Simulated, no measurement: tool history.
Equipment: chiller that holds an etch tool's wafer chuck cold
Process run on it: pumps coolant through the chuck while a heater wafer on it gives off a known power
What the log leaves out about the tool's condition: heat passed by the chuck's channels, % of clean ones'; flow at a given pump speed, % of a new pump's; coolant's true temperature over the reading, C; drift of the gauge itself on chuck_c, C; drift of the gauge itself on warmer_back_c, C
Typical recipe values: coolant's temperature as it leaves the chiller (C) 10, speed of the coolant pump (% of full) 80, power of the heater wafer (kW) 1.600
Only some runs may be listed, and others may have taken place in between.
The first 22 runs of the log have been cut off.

| run | hour | coolant's temperature as it leaves the chiller (C) | speed of the coolant pump (% of full) | power of the heater wafer (kW) | hours since the coolant was changed and the channels were flushed | hours since the pump was overhauled | hours since the chiller's thermometer was calibrated | chuck's temperature once it has settled (C) | how much warmer the coolant comes back (C) |
|---|---|---|---|---|---|---|---|---|---|
| 23 | 681.5 | 5 | 64 | 1.991 | 586 | 677 | 1017 | 23.7 | 11.39 |
| 24 | 718.1 | 5 | 64 | 1.991 | 623 | 713 | 1053 | 23.8 | 11.37 |
| 25 | 754.6 | 12 | 80 | 1.600 | 660 | 750 | 1090 | 24.0 | 7.12 |
| 26 | 778.2 | 12 | 80 | 1.600 | 683 | 773 | 1113 | 24.2 | 7.11 |
| 27 | 814.8 | 1 | 80 | 1.600 | 720 | 810 | 1150 | 13.0 | 7.18 |
| 28 | 850.2 | 20 | 80 | 1.431 | 755 | 845 | 1185 | 30.9 | 6.43 |
| 29 | 871.6 | 20 | 80 | 1.431 | 777 | 867 | 1207 | 30.7 | 6.40 |
| 30 | 909.0 | 7 | 82 | 2.313 | 814 | 904 | 1244 | 24.2 | 10.03 |
| 31 | 938.0 | 10 | 75 | 2.353 | 843 | 933 | 1273 | 29.0 | 11.39 |
| 32 | 970.3 | 11 | 88 | 1.818 | 875 | 965 | 1306 | 23.6 | 7.37 |

Predict each of these 4 candidate next runs independently; none follows another, all start after run 32:
| A | 1002.2 | 4 | 66 | 1.033 | 907 | 997 | 1337 | ? | ? |
| B | 1002.2 | 10 | 85 | 1.609 | 907 | 997 | 1337 | ? | ? |
| C | 1002.2 | 11 | 64 | 1.818 | 907 | 997 | 1337 | ? | ? |
| D | 1002.2 | 15 | 85 | 2.272 | 907 | 997 | 1337 | ? | ? |

| run | chuck's temperature once it has settled (C) | how much warmer the coolant comes back (C) |
|---|---|---|
| A | 13.7 | 5.82 |
| B | 21.5 | 6.76 |
| C | 28.3 | 10.41 |
| D | 31.0 | 9.46 |
Had the tool no hidden state, the same runs would have come out as:
| run | chuck's temperature once it has settled (C) | how much warmer the coolant comes back (C) |
|---|---|---|
| A | 13.7 | 5.81 |
| B | 21.5 | 6.75 |
| C | 28.2 | 10.39 |
| D | 30.8 | 9.45 |
